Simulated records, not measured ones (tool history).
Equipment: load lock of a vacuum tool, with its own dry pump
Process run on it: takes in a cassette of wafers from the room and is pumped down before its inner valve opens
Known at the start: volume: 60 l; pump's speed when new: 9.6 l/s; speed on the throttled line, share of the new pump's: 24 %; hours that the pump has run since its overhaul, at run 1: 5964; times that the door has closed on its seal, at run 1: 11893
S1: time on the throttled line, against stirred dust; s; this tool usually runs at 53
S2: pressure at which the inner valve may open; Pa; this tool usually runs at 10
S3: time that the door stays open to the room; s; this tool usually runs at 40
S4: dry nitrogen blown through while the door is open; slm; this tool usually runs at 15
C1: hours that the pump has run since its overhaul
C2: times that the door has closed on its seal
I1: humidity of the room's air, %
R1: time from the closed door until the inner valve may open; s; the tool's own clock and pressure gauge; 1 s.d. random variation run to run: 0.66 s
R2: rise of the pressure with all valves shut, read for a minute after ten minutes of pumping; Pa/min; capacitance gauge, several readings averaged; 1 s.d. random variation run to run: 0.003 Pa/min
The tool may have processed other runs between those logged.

run 1 hour=0.0 | S1=53 S2=10 S3=40 S4=15 | C1=5964 C2=11893 | I1=47.0 | R1=98.9 R2=0.126
run 2 hour=82.4 | S1=53 S2=10 S3=40 S4=15 | C1=6046 C2=12281 | I1=47.8 | R1=99.2 R2=0.128
run 3 hour=200.6 | S1=53 S2=10 S3=40 S4=15 | C1=6164 C2=12837 | I1=46.9 | R1=99.2 R2=0.140
run 4 hour=303.3 | S1=53 S2=10 S3=40 S4=15 | C1=6267 C2=13320 | I1=48.7 | R1=98.5 R2=0.140
run 5 hour=409.3 | S1=27 S2=10 S3=40 S4=15 | C1=6373 C2=13819 | I1=45.1 | R1=79.4 R2=0.145
run 6 hour=553.8 | S1=27 S2=10 S3=40 S4=15 | C1=6518 C2=14498 | I1=46.8 | R1=79.2 R2=0.147
run 7 hour=658.4 | S1=53 S2=10 S3=40 S4=15 | C1=6622 C2=14991 | I1=45.3 | R1=100.1 R2=0.150
run 8 hour=786.1 | S1=53 S2=10 S3=40 S4=15 | C1=6750 C2=15591 | I1=46.9 | R1=99.6 R2=0.159
run 9 hour=873.6 | S1=53 S2=9 S3=40 S4=15 | C1=6837 C2=16003 | I1=47.5 | R1=99.7 R2=0.165
run 10 hour=1041.4 | S1=53 S2=10 S3=40 S4=15 | C1=7005 C2=16792 | I1=44.9 | R1=99.3 R2=0.168
run 11 hour=1133.1 | S1=53 S2=10 S3=40 S4=15 | C1=7097 C2=17224 | I1=46.5 | R1=100.1 R2=0.180
run 12 hour=1230.7 | S1=53 S2=10 S3=40 S4=15 | C1=7195 C2=17683 | I1=44.5 | R1=98.2 R2=0.188
run 13 hour=1358.1 | S1=53 S2=10 S3=40 S4=15 | C1=7322 C2=18282 | I1=45.3 | R1=99.5 R2=0.192
run 14 hour=1427.9 | S1=53 S2=10 S3=40 S4=15 | C1=7392 C2=18611 | I1=45.3 | R1=98.0 R2=0.199
run 15 hour=1597.0 | S1=53 S2=10 S3=40 S4=15 | C1=7561 C2=19406 | I1=47.2 | R1=99.5 R2=0.201
run 16 hour=1714.3 | S1=53 S2=10 S3=33 S4=15 | C1=7678 C2=19958 | I1=46.1 | R1=99.8 R2=0.207
run 17 hour=1846.3 | S1=53 S2=10 S3=33 S4=15 | C1=7810 C2=20579 | I1=43.7 | R1=100.4 R2=0.218
run 18 hour=1995.9 | S1=53 S2=10 S3=33 S4=15 | C1=7960 C2=21283 | I1=45.3 | R1=100.6 R2=0.224
run 19 hour=2129.1 | S1=53 S2=10 S3=70 S4=15 | C1=8093 C2=21909 | I1=45.2 | R1=99.1 R2=0.255
run 20 hour=2240.3 | S1=53 S2=10 S3=70 S4=15 | C1=8204 C2=22432 | I1=48.0 | R1=99.7 R2=0.257
run 21 hour=2384.0 | S1=62 S2=10 S3=175 S4=13 | C1=8348 C2=23109 | I1=46.1 | R1=106.8 R2=0.300
run 22 hour=2544.0 | S1=34 S2=9 S3=175 S4=42 | C1=8508 C2=23861 | I1=44.0 | R1=86.4 R2=0.277
run 23 hour=2637.1 | S1=53 S2=10 S3=123 S4=5 | C1=8601 C2=24299 | I1=43.9 | R1=100.6 R2=0.313
run 24 hour=2777.7 | S1=53 S2=10 S3=123 S4=5 | C1=8742 C2=24961 | I1=45.2 | R1=99.9 R2=0.318
run 25 hour=2876.4 | S1=53 S2=10 S3=123 S4=5 | C1=8840 C2=25425 | I1=47.9 | R1=100.2 R2=0.334
run 26 hour=3022.4 | S1=37 S2=8 S3=40 S4=15 | C1=8986 C2=26112 | I1=41.3 | R1=89.3 R2=0.287
run 27 hour=3136.9 | S1=37 S2=8 S3=40 S4=15 | C1=9101 C2=26651 | I1=46.5 | R1=89.7 R2=0.304
run 28 hour=3212.2 | S1=37 S2=8 S3=40 S4=15 | C1=9176 C2=27005 | I1=46.0 | R1=89.9 R2=0.311
run 29 hour=3344.0 | S1=47 S2=7 S3=40 S4=15 | C1=9308 C2=27625 | I1=45.1 | R1=98.7 R2=0.317
run 30 hour=3424.2 | S1=53 S2=10 S3=40 S4=40 | C1=9388 C2=28002 | I1=43.7 | R1=100.5 R2=0.315
run 31 hour=3522.8 | S1=53 S2=10 S3=40 S4=40 | C1=9487 C2=28466 | I1=47.3 | R1=99.1 R2=0.324
run 32 hour=3660.9 | S1=53 S2=10 S3=40 S4=40 | C1=9625 C2=29116 | I1=47.0 | R1=100.4 R2=0.332
run 33 hour=3807.3 | S1=53 S2=10 S3=72 S4=15 | C1=9771 C2=29805 | I1=45.2 | R1=101.4 R2=0.372
run 34 hour=3888.9 | S1=53 S2=10 S3=59 S4=15 | C1=9853 C2=30188 | I1=46.4 | R1=100.7 R2=0.375
run 35 hour=3993.1 | S1=53 S2=12 S3=59 S4=30 | C1=9957 C2=30678 | I1=44.5 | R1=98.5 R2=0.368
-- hour=4069.9 door's seal changed, seat wiped
run 36 hour=4140.8 | S1=60 S2=12 S3=59 S4=13 | C1=10103 C2=333 | I1=44.8 | R1=105.0 R2=0.054

Across each entry between runs, compare the hidden state at the last listed run before it with the hidden state at the first listed run after it:
From run 35 to run 36: door's seal changed, seat wiped (hour 4069.9)
  pump's speed, % of a new pump's: 95.7 -> 95.6; leak at the door's seal, Pa l/s: 0.3317 -> 0.0028
  measured value less the no-hidden-state value, R1: +2.1 -> +2.0 s; R2: +0.328 -> +0.001 Pa/min

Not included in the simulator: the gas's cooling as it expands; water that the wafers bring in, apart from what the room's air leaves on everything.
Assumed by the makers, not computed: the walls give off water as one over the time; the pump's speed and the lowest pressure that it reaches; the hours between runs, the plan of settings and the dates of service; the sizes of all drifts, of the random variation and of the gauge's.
